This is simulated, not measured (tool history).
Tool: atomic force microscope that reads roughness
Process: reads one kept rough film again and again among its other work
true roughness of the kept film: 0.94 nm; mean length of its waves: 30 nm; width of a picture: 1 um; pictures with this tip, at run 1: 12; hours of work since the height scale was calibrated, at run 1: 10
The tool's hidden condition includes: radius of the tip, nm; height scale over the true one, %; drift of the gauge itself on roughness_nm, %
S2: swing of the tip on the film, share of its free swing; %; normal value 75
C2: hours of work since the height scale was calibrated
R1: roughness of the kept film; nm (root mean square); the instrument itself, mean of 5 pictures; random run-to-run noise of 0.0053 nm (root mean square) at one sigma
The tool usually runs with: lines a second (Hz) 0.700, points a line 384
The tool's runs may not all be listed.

Run 1, day 0.000: usual settings; pictures with this tip 12; C2 10. Result: R1 0.848 nm (root mean square).
Run 2, day 0.521: usual settings but S2 87 %; pictures with this tip 35; C2 17. Result: R1 0.799 nm (root mean square).
Run 3, day 1.012: usual settings but S2 87 %; pictures with this tip 57; C2 24. Result: R1 0.788 nm (root mean square).
At day 1.500: new tip fitted.
Run 4, day 1.521: usual settings; pictures with this tip 1; C2 31. Result: R1 0.852 nm (root mean square).
Run 5, day 1.767: usual settings; pictures with this tip 12; C2 34. Result: R1 0.840 nm (root mean square).
Run 6, day 2.254: usual settings; pictures with this tip 34; C2 41. Result: R1 0.831 nm (root mean square).
Run 7, day 2.679: usual settings; pictures with this tip 53; C2 46. Result: R1 0.822 nm (root mean square).
Run 8, day 3.175: usual settings; pictures with this tip 75; C2 53. Result: R1 0.816 nm (root mean square).
At day 3.283: new tip fitted.
Run 9, day 3.746: usual settings but lines a second (Hz) 0.626; pictures with this tip 21; C2 61. Result: R1 0.848 nm (root mean square).
Run 10, day 4.204: usual settings but lines a second (Hz) 0.626; pictures with this tip 41; C2 67. Result: R1 0.828 nm (root mean square).
Run 11, day 4.638: usual settings but lines a second (Hz) 0.626; pictures with this tip 60; C2 73. Result: R1 0.834 nm (root mean square).
At day 5.033: new tip fitted.
Run 12, day 5.142: usual settings but lines a second (Hz) 0.626; pictures with this tip 5; C2 80. Result: R1 0.846 nm (root mean square).
Run 13, day 5.388: usual settings but points a line 415; pictures with this tip 16; C2 83. Result: R1 0.838 nm (root mean square).
Run 14, day 5.633: usual settings but points a line 415; pictures with this tip 26; C2 86. Result: R1 0.839 nm (root mean square).
Run 15, day 5.900: usual settings but points a line 415; pictures with this tip 38; C2 90. Result: R1 0.842 nm (root mean square).
Run 16, day 6.271: usual settings but points a line 415; pictures with this tip 54; C2 95. Result: R1 0.823 nm (root mean square).
Run 17, day 6.592: usual settings but points a line 415; pictures with this tip 69; C2 100. Result: R1 0.817 nm (root mean square).
At day 6.800: new tip fitted.
Run 18, day 7.162: usual settings but points a line 674; pictures with this tip 16; C2 107. Result: R1 0.841 nm (root mean square).
Run 19, day 7.492: usual settings; pictures with this tip 30; C2 112. Result: R1 0.841 nm (root mean square).
Run 20, day 8.029: usual settings; pictures with this tip 54; C2 119. Result: R1 0.817 nm (root mean square).
Run 21, day 8.288: usual settings; pictures with this tip 66; C2 123. Result: R1 0.823 nm (root mean square).
At day 8.567: new tip fitted.
Run 22, day 8.688: usual settings but points a line 818; pictures with this tip 5; C2 128. Result: R1 0.845 nm (root mean square).
Run 23, day 9.117: usual settings but points a line 818; pictures with this tip 24; C2 134. Result: R1 0.837 nm (root mean square).

Expected results for the next run?
Run 24, day 9.588: usual settings but lines a second (Hz) 1.156, S2 61 %, points a line 431; pictures with this tip 45; C2 140. Result: R1 ?.

{"run 24": {"R1": 0.84}}
On a tool with no hidden condition, and with the same random variation, this run would have come out at R1 0.865 nm (root mean square).
